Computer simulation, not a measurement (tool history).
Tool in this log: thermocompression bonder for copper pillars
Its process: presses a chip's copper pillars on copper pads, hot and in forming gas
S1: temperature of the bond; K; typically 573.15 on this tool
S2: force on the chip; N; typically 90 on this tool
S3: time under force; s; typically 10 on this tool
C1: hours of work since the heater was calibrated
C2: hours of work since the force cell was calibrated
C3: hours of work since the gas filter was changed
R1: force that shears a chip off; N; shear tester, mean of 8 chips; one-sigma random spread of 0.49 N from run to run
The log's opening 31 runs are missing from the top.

run	hour	S1	S2	S3	C1	C2	C3	R1
32	282.8	546.15	90	11	60	341	109	47.5
33	292.9	573.15	124	10	65	346	114	69.7
34	298.5	553.15	104	10	68	349	117	52.9
35	306.4	553.15	104	10	72	353	121	52.4
36	314.0	574.15	90	10	76	357	125	59.3
37	326.1	602.15	74	10	83	364	131	68.1
38	337.9	573.15	88	10	89	370	137	57.9
39	350.3	572.15	90	6	95	376	144	48.4
40	359.3	560.15	130	9	100	381	148	60.2

Consider 4 possible next runs. They are alternatives, not a sequence: every one starts from the tool as it was left by run 40. What does each give?
A	369.8	560.15	83	5	105	386	154	?
B	369.8	576.15	64	27	105	386	154	?
C	369.8	564.15	130	18	105	386	154	?
D	369.8	603.15	90	19	105	386	154	?

run	R1
A	38.7
B	69.9
C	76.3
D	88.6
Had the tool no hidden state, the same runs would have come out as:
run	R1
A	40.6
B	73.9
C	80.7
D	94.0

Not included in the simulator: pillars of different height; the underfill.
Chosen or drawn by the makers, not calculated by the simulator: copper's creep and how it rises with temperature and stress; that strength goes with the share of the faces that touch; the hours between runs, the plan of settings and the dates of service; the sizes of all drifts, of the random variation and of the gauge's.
